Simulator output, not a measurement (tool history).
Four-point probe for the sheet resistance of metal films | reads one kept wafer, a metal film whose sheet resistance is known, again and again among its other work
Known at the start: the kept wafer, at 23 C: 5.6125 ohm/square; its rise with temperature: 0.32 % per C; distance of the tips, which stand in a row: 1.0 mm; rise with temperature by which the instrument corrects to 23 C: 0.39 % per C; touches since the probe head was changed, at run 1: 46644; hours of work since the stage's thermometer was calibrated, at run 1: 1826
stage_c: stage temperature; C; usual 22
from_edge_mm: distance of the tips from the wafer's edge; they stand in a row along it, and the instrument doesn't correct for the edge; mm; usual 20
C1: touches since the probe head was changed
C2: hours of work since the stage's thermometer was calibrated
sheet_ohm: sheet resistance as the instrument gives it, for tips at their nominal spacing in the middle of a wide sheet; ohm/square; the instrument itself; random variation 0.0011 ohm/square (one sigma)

{"run": 1, "hour": 0.0, "stage_c": 22, "from_edge_mm": 20, "C1": 46644, "C2": 1826, "sheet_ohm": 5.615551}
{"run": 2, "hour": 21.3, "stage_c": 22, "from_edge_mm": 20, "C1": 47306, "C2": 1840, "sheet_ohm": 5.616491}
{"run": 3, "hour": 49.3, "stage_c": 22, "from_edge_mm": 20, "C1": 48175, "C2": 1860, "sheet_ohm": 5.615259}
{"run": 4, "hour": 72.9, "stage_c": 22, "from_edge_mm": 20, "C1": 48907, "C2": 1876, "sheet_ohm": 5.61609}
{"run": 5, "hour": 95.0, "stage_c": 22, "from_edge_mm": 20, "C1": 49593, "C2": 1891, "sheet_ohm": 5.615164}
{"run": 6, "hour": 113.8, "stage_c": 24, "from_edge_mm": 20, "C1": 50180, "C2": 1904, "sheet_ohm": 5.609706}
{"run": 7, "hour": 139.1, "stage_c": 24, "from_edge_mm": 20, "C1": 50965, "C2": 1921, "sheet_ohm": 5.609324}
{"run": 8, "hour": 169.4, "stage_c": 20, "from_edge_mm": 20, "C1": 51904, "C2": 1942, "sheet_ohm": 5.623498}
{"hour": 204.5, "done": "stage's thermometer calibrated"}
{"run": 9, "hour": 212.4, "stage_c": 20, "from_edge_mm": 20, "C1": 53224, "C2": 5, "sheet_ohm": 5.620006}
{"run": 10, "hour": 248.5, "stage_c": 21, "from_edge_mm": 20, "C1": 54344, "C2": 30, "sheet_ohm": 5.617117}
{"run": 11, "hour": 279.3, "stage_c": 21, "from_edge_mm": 20, "C1": 55303, "C2": 51, "sheet_ohm": 5.618024}
{"run": 12, "hour": 316.6, "stage_c": 21, "from_edge_mm": 20, "C1": 56460, "C2": 77, "sheet_ohm": 5.618019}
{"run": 13, "hour": 342.6, "stage_c": 21, "from_edge_mm": 20, "C1": 57269, "C2": 95, "sheet_ohm": 5.617531}
{"hour": 372.4, "done": "stage's thermometer calibrated, once more"}
{"run": 14, "hour": 388.5, "stage_c": 21, "from_edge_mm": 20, "C1": 58679, "C2": 11, "sheet_ohm": 5.633117}
{"run": 15, "hour": 432.8, "stage_c": 21, "from_edge_mm": 20, "C1": 60054, "C2": 41, "sheet_ohm": 5.63159}
{"run": 16, "hour": 466.4, "stage_c": 22, "from_edge_mm": 67, "C1": 61096, "C2": 64, "sheet_ohm": 5.621907}
{"run": 17, "hour": 500.7, "stage_c": 22, "from_edge_mm": 20, "C1": 62163, "C2": 88, "sheet_ohm": 5.626961}
{"run": 18, "hour": 542.5, "stage_c": 29, "from_edge_mm": 20, "C1": 63460, "C2": 117, "sheet_ohm": 5.604317}
{"run": 19, "hour": 579.8, "stage_c": 22, "from_edge_mm": 20, "C1": 64619, "C2": 142, "sheet_ohm": 5.629423}
{"run": 20, "hour": 612.9, "stage_c": 22, "from_edge_mm": 20, "C1": 65646, "C2": 165, "sheet_ohm": 5.631142}
{"run": 21, "hour": 634.2, "stage_c": 22, "from_edge_mm": 20, "C1": 66310, "C2": 179, "sheet_ohm": 5.629756}
{"run": 22, "hour": 661.3, "stage_c": 22, "from_edge_mm": 20, "C1": 67149, "C2": 198, "sheet_ohm": 5.628803}
{"run": 23, "hour": 685.3, "stage_c": 22, "from_edge_mm": 20, "C1": 67895, "C2": 214, "sheet_ohm": 5.626488}

Run 24 comes next. What will it give?
{"run": 24, "hour": 727.6, "stage_c": 22, "from_edge_mm": 20, "C1": 69209, "C2": 243, "sheet_ohm": "?"}

{"run 24": {"sheet_ohm": 5.631147}}
Without the tool's hidden state the same run would have given sheet_ohm 5.625062 ohm/square.
